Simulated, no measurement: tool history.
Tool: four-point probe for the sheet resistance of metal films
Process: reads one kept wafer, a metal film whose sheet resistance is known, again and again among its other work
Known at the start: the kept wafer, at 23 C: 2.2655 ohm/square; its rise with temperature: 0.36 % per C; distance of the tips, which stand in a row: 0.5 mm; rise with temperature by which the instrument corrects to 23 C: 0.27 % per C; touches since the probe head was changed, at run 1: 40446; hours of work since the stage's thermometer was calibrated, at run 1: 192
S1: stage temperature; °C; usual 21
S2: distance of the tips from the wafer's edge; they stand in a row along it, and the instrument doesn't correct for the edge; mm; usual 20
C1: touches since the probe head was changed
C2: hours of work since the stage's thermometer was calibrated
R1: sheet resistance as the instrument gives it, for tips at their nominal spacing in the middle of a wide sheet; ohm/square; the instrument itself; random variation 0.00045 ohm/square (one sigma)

{"run": 1, "hour": 0.0, "S1": 21, "S2": 20, "C1": 40446, "C2": 192, "R1": 2.283519}
{"run": 2, "hour": 14.8, "S1": 30, "S2": 20, "C1": 40919, "C2": 202, "R1": 2.303707}
{"run": 3, "hour": 27.2, "S1": 21, "S2": 38, "C1": 41315, "C2": 210, "R1": 2.283943}
{"run": 4, "hour": 34.9, "S1": 21, "S2": 38, "C1": 41560, "C2": 214, "R1": 2.282907}
{"run": 5, "hour": 46.4, "S1": 21, "S2": 38, "C1": 41927, "C2": 222, "R1": 2.283023}
{"run": 6, "hour": 59.6, "S1": 20, "S2": 20, "C1": 42349, "C2": 230, "R1": 2.280966}
{"run": 7, "hour": 67.5, "S1": 21, "S2": 20, "C1": 42601, "C2": 235, "R1": 2.284431}
{"run": 8, "hour": 76.5, "S1": 21, "S2": 20, "C1": 42889, "C2": 241, "R1": 2.284301}
{"run": 9, "hour": 84.2, "S1": 21, "S2": 16, "C1": 43135, "C2": 246, "R1": 2.284451}
{"hour": 85.6, "done": "stage's thermometer calibrated"}
{"run": 10, "hour": 96.7, "S1": 21, "S2": 20, "C1": 43520, "C2": 7, "R1": 2.284473}
{"run": 11, "hour": 104.6, "S1": 21, "S2": 20, "C1": 43772, "C2": 12, "R1": 2.284574}
{"run": 12, "hour": 116.6, "S1": 18, "S2": 40, "C1": 44154, "C2": 20, "R1": 2.278308}
{"run": 13, "hour": 126.3, "S1": 18, "S2": 40, "C1": 44465, "C2": 26, "R1": 2.277847}
{"run": 14, "hour": 141.8, "S1": 21, "S2": 39, "C1": 44958, "C2": 36, "R1": 2.284677}
{"run": 15, "hour": 151.8, "S1": 23, "S2": 22, "C1": 45278, "C2": 42, "R1": 2.291349}
{"hour": 158.3, "done": "stage's thermometer calibrated, once more"}
{"run": 16, "hour": 164.1, "S1": 24, "S2": 62, "C1": 45655, "C2": 4, "R1": 2.289971}
{"run": 17, "hour": 174.5, "S1": 24, "S2": 60, "C1": 45990, "C2": 10, "R1": 2.290542}
{"run": 18, "hour": 188.0, "S1": 20, "S2": 38, "C1": 46419, "C2": 19, "R1": 2.281045}
{"run": 19, "hour": 198.8, "S1": 24, "S2": 13, "C1": 46765, "C2": 26, "R1": 2.292441}
{"run": 20, "hour": 214.7, "S1": 18, "S2": 15, "C1": 47273, "C2": 36, "R1": 2.278619}
{"run": 21, "hour": 225.2, "S1": 21, "S2": 63, "C1": 47609, "C2": 43, "R1": 2.28353}

Hidden state at the last listed run before each entry between runs and at the first one after, where it differs:
Between runs 9 and 10: stage's thermometer calibrated (hour 85.6)
  inner tips' distance over the nominal, %: 0.871 -> 0.878; wafer's true temperature over the reading, C: 0.13 -> 0.17
  measured less the result without the state, R1: +0.02244 -> +0.022955 ohm/square
Between runs 15 and 16: stage's thermometer calibrated, once more (hour 158.3)
  inner tips' distance over the nominal, %: 0.91 -> 0.917; tips' flats over new ones', %: 42 -> 43; wafer's true temperature over the reading, C: 0.18 -> -0.02
  measured less the result without the state, R1: +0.023839 -> +0.022354 ohm/square
